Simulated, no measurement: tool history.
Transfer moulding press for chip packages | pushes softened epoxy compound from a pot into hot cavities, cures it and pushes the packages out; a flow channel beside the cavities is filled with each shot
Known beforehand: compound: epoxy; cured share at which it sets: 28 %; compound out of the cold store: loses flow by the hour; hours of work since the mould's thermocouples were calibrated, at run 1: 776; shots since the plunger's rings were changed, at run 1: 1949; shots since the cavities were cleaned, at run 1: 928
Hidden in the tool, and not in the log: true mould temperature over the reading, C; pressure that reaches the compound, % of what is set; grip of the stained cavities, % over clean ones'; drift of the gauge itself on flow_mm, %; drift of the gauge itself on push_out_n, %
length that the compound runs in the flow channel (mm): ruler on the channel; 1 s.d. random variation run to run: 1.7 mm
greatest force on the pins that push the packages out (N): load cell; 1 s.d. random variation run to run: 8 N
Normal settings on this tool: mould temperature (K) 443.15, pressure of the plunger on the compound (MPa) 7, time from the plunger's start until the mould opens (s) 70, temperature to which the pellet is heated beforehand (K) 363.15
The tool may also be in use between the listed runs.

| run | hour | mould temperature (K) | pressure of the plunger on the compound (MPa) | time from the plunger's start until the mould opens (s) | temperature to which the pellet is heated beforehand (K) | hours of work since the mould's thermocouples were calibrated | shots since the plunger's rings were changed | shots since the cavities were cleaned | incoming compound's hours out of the cold store | length that the compound runs in the flow channel (mm) | greatest force on the pins that push the packages out (N) |
|---|---|---|---|---|---|---|---|---|---|---|---|
| 1 | 0 | 443.15 | 7 | 70 | 363.15 | 776 | 1949 | 928 | 22.2 | 893 | 577 |
|  | 10.3 | cavities cleaned with cleaning compound and waxed |
|  | 81.7 | plunger's sealing rings changed |
|  | 91.5 | cavities cleaned with cleaning compound and waxed |
| 2 | 95.9 | 443.15 | 7 | 70 | 363.15 | 828 | 185 | 64 | 40.9 | 799 | 363 |
|  | 168.5 | cavities cleaned with cleaning compound and waxed |
|  | 176.3 | cavities cleaned with cleaning compound and waxed, once more |
|  | 178.3 | mould's thermocouples calibrated |
| 3 | 193.4 | 443.15 | 7 | 70 | 363.15 | 9 | 1534 | 219 | 30.4 | 837 | 374 |
|  | 250.3 | cavities cleaned with cleaning compound and waxed |
| 4 | 271.1 | 443.15 | 7 | 70 | 363.15 | 52 | 2646 | 302 | 17.8 | 904 | 407 |
|  | 306.7 | plunger's sealing rings changed |
|  | 328.9 | cavities cleaned with cleaning compound and waxed |
| 5 | 363.2 | 443.15 | 7 | 70 | 363.15 | 102 | 803 | 501 | 47.6 | 750 | 406 |
|  | 404.4 | cavities cleaned with cleaning compound and waxed |
| 6 | 460.4 | 443.15 | 7 | 70 | 370.15 | 157 | 2199 | 817 | 18.2 | 907 | 488 |
|  | 476.7 | cavities cleaned with cleaning compound and waxed |
| 7 | 504.9 | 443.15 | 7 | 70 | 363.15 | 181 | 2826 | 411 | 31.9 | 824 | 432 |
|  | 532.7 | plunger's sealing rings changed |
|  | 555.7 | cavities cleaned with cleaning compound and waxed |
| 8 | 605.8 | 443.15 | 6.59 | 70 | 363.15 | 236 | 1045 | 732 | 36.9 | 783 | 473 |
|  | 628.4 | cavities cleaned with cleaning compound and waxed |
|  | 700 | cavities cleaned with cleaning compound and waxed |
| 9 | 704.5 | 443.15 | 6.59 | 70 | 363.15 | 291 | 2441 | 66 | 38.3 | 764 | 335 |
|  | 752.8 | plunger's sealing rings changed |
| 10 | 766.6 | 443.15 | 7 | 70 | 356.15 | 325 | 202 | 936 | 44.2 | 777 | 486 |
|  | 776 | cavities cleaned with cleaning compound and waxed |
| 11 | 842.6 | 443.15 | 7 | 70 | 356.15 | 367 | 1289 | 972 | 20.1 | 906 | 593 |
|  | 852.8 | cavities cleaned with cleaning compound and waxed |
|  | 928.5 | cavities cleaned with cleaning compound and waxed |
| 12 | 943.2 | 443.15 | 7 | 70 | 356.15 | 423 | 2714 | 214 | 20.3 | 898 | 430 |
|  | 976.1 | plunger's sealing rings changed |
|  | 1003.4 | cavities cleaned with cleaning compound and waxed |
| 13 | 1021.5 | 449.15 | 7 | 100 | 363.15 | 465 | 640 | 263 | 15.7 | 917 | 214 |
|  | 1075.6 | cavities cleaned with cleaning compound and waxed |
| 14 | 1104.1 | 449.15 | 7 | 100 | 363.15 | 511 | 1823 | 415 | 9.8 | 944 | 224 |
|  | 1147.6 | cavities cleaned with cleaning compound and waxed |
|  | 1193.1 | plunger's sealing rings changed |
| 15 | 1198.8 | 447.15 | 6.73 | 76 | 364.15 | 563 | 83 | 710 | 43.4 | 754 | 328 |
|  | 1226.9 | cavities cleaned with cleaning compound and waxed |
| 16 | 1292.7 | 447.15 | 6.73 | 76 | 364.15 | 615 | 1431 | 960 | 37.9 | 774 | 343 |
|  | 1303 | cavities cleaned with cleaning compound and waxed |
|  | 1377 | cavities cleaned with cleaning compound and waxed |
| 17 | 1380.6 | 447.15 | 6.73 | 76 | 364.15 | 664 | 2671 | 54 | 22.6 | 850 | 232 |
|  | 1417.5 | plunger's sealing rings changed |
|  | 1453.9 | cavities cleaned with cleaning compound and waxed |
| 18 | 1480.9 | 439.15 | 7 | 70 | 368.15 | 718 | 904 | 395 | 46.5 | 772 | 523 |
|  | 1527 | cavities cleaned with cleaning compound and waxed |
| 19 | 1552.5 | 439.15 | 7 | 70 | 368.15 | 758 | 1927 | 372 | 24 | 891 | 572 |
|  | 1605.2 | cavities cleaned with cleaning compound and waxed |
| 20 | 1630.1 | 439.15 | 7 | 70 | 368.15 | 802 | 3038 | 364 | 25.8 | 874 | 575 |
|  | 1638.6 | plunger's sealing rings changed |
|  | 1687 | cavities cleaned with cleaning compound and waxed |
| 21 | 1725.1 | 439.15 | 7 | 70 | 368.15 | 853 | 1239 | 556 | 12.9 | 975 | 719 |
|  | 1760.4 | mould's thermocouples calibrated |
|  | 1761.9 | cavities cleaned with cleaning compound and waxed |
| 22 | 1816.6 | 436.15 | 7.9 | 70 | 363.15 | 31 | 2524 | 798 | 17.6 | 998 | 850 |
|  | 1838.9 | cavities cleaned with cleaning compound and waxed |
|  | 1861.4 | plunger's sealing rings changed |
| 23 | 1874.2 | 437.15 | 7 | 70 | 363.15 | 62 | 188 | 480 | 22.8 | 922 | 697 |
|  | 1913.4 | cavities cleaned with cleaning compound and waxed |
| 24 | 1932.8 | 443.15 | 5.98 | 70 | 358.15 | 94 | 1021 | 283 | 36 | 754 | 399 |

Forecast each of these 3 alternatives for the next run:
| A | 1979.2 | 443.15 | 7 | 70 | 365.15 | 121 | 1697 | 959 | 37 | ? | ? |
| B | 1979.2 | 442.15 | 5.66 | 70 | 362.15 | 121 | 1697 | 959 | 17.3 | ? | ? |
| C | 1979.2 | 438.15 | 5.96 | 70 | 365.15 | 121 | 1697 | 959 | 13.6 | ? | ? |

| run | length that the compound runs in the flow channel (mm) | greatest force on the pins that push the packages out (N) |
|---|---|---|
| A | 802 | 482 |
| B | 827 | 590 |
| C | 887 | 798 |
With no hidden state in the tool, these same runs would have given:
| run | length that the compound runs in the flow channel (mm) | greatest force on the pins that push the packages out (N) |
|---|---|---|
| A | 816 | 301 |
| B | 842 | 370 |
| C | 903 | 498 |
